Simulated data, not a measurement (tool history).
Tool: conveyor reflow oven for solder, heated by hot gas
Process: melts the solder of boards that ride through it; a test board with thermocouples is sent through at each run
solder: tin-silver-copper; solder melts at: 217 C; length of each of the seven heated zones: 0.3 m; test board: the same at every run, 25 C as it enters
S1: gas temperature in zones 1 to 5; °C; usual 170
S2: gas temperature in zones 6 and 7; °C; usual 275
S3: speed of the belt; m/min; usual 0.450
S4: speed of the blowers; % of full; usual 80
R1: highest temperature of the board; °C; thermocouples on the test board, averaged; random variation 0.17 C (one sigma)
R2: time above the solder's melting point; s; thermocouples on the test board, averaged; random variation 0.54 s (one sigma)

run 1 hour=0.0 | S1=170 S2=275 S3=0.450 S4=80 | R1=262.4 R2=65.4
run 2 hour=13.0 | S1=170 S2=275 S3=0.450 S4=80 | R1=262.6 R2=66.3
run 3 hour=34.8 | S1=170 S2=275 S3=0.450 S4=80 | R1=262.3 R2=65.6
run 4 hour=47.1 | S1=170 S2=275 S3=0.450 S4=80 | R1=262.6 R2=65.9
run 5 hour=67.5 | S1=170 S2=275 S3=0.450 S4=80 | R1=262.3 R2=66.9
run 6 hour=80.2 | S1=170 S2=275 S3=0.450 S4=54 | R1=257.8 R2=62.3
run 7 hour=102.4 | S1=175 S2=275 S3=0.378 S4=54 | R1=263.9 R2=82.8
run 8 hour=111.5 | S1=175 S2=267 S3=0.440 S4=56 | R1=252.8 R2=63.2
run 9 hour=123.3 | S1=158 S2=265 S3=0.440 S4=56 | R1=248.2 R2=52.8
-- hour=130.4 flux residue cleaned out of gas plates and filters
run 10 hour=148.6 | S1=178 S2=275 S3=0.407 S4=80 | R1=265.5 R2=79.2
run 11 hour=169.6 | S1=178 S2=275 S3=0.407 S4=80 | R1=265.3 R2=78.6
run 12 hour=188.0 | S1=175 S2=271 S3=0.487 S4=63 | R1=253.4 R2=56.5

Forecast each of these 5 alternatives for the next run:
run A hour=197.8 | S1=168 S2=275 S3=0.424 S4=77 | R1=? R2=?
run B hour=197.8 | S1=170 S2=275 S3=0.450 S4=55 | R1=? R2=?
run C hour=197.8 | S1=170 S2=275 S3=0.505 S4=56 | R1=? R2=?
run D hour=197.8 | S1=170 S2=275 S3=0.451 S4=51 | R1=? R2=?
run E hour=197.8 | S1=175 S2=275 S3=0.443 S4=77 | R1=? R2=?

run=A R1=263.0 R2=69.6
run=B R1=257.3 R2=61.7
run=C R1=253.0 R2=51.9
run=D R1=256.6 R2=61.1
run=E R1=262.4 R2=69.0
Without the tool's hidden state the same runs would have given:
run=A R1=264.0 R2=70.1
run=B R1=258.2 R2=62.3
run=C R1=254.3 R2=52.9
run=D R1=257.5 R2=61.7
run=E R1=263.3 R2=69.5
